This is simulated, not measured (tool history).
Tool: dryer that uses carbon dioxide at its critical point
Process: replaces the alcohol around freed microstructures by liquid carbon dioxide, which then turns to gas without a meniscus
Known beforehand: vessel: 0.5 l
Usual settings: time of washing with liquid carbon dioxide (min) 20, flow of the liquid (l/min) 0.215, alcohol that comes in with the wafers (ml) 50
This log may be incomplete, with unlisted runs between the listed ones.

run   hour  time of washing with liquid carbon dioxide (min)  flow of the liquid (l/min)  alcohol that comes in with the wafers (ml)  alcohol left in the vessel before it's heated (ppm by volume)
  1    0.0                                                20                       0.215                                          50                                                            131
  2   36.4                                                20                       0.215                                          50                                                            135
  3   61.8                                                20                       0.215                                          50                                                            147
  4   84.7                                                20                       0.215                                          50                                                            146
  5  109.7                                                20                       0.215                                          50                                                            147
  6  152.1                                                18                       0.215                                          50                                                            229
  7  182.0                                                20                       0.215                                          50                                                            150
  8  220.9                                                20                       0.215                                          50                                                            161
  9  263.7                                                20                       0.215                                          50                                                            168
 10  296.5                                                20                       0.215                                          50                                                            171
 11  328.5                                                20                       0.215                                          50                                                            171
 12  359.3                                                20                       0.215                                          50                                                            167
 13  394.9                                                20                       0.215                                          50                                                            188
 14  423.1                                                20                       0.215                                          50                                                            182
 15  462.3                                                20                       0.215                                          50                                                            180
 16  501.1                                                20                       0.215                                          50                                                            188
 17  519.8                                                26                       0.145                                          65                                                            355
 18  555.9                                                26                       0.145                                          65                                                            349
 19  577.9                                                26                       0.145                                          65                                                            362
 20  611.4                                                15                       0.170                                          80                                                           2419
 21  633.7                                                17                       0.299                                          77                                                            157
 22  654.5                                                21                       0.247                                          31                                                            131
 23  694.2                                                18                       0.215                                          52                                                            307
 24  721.1                                                18                       0.215                                          52                                                            311
 25  756.9                                                18                       0.215                                          52                                                            310
 26  782.7                                                18                       0.215                                          52                                                            318
 27  809.4                                                22                       0.215                                          52                                                            182
 28  853.4                                                22                       0.215                                          52                                                            174
 29  873.0                                                22                       0.215                                          52                                                            168
 30  906.0                                                22                       0.215                                          52                                                            168
 31  937.3                                                13                       0.192                                          23                                                            767
 32  972.3                                                13                       0.192                                          23                                                            795

Removed from this log: 1 entry logged between the listed runs. Between which two listed runs does each belong, and how does the tool's hidden state at the listed run before it compare with that at the listed run after it?
Run 28 -> run 29: inlet filter changed (hour 858.5)
  flow that reaches the vessel past the clogged filter, %: 93.6 -> 99.2; alcohol in the recycled carbon dioxide, ppm: 137.5 -> 139
  the result without the hidden state subtracted from the measured one, alcohol left in the vessel before it's heated (ppm by volume): +149 -> +136
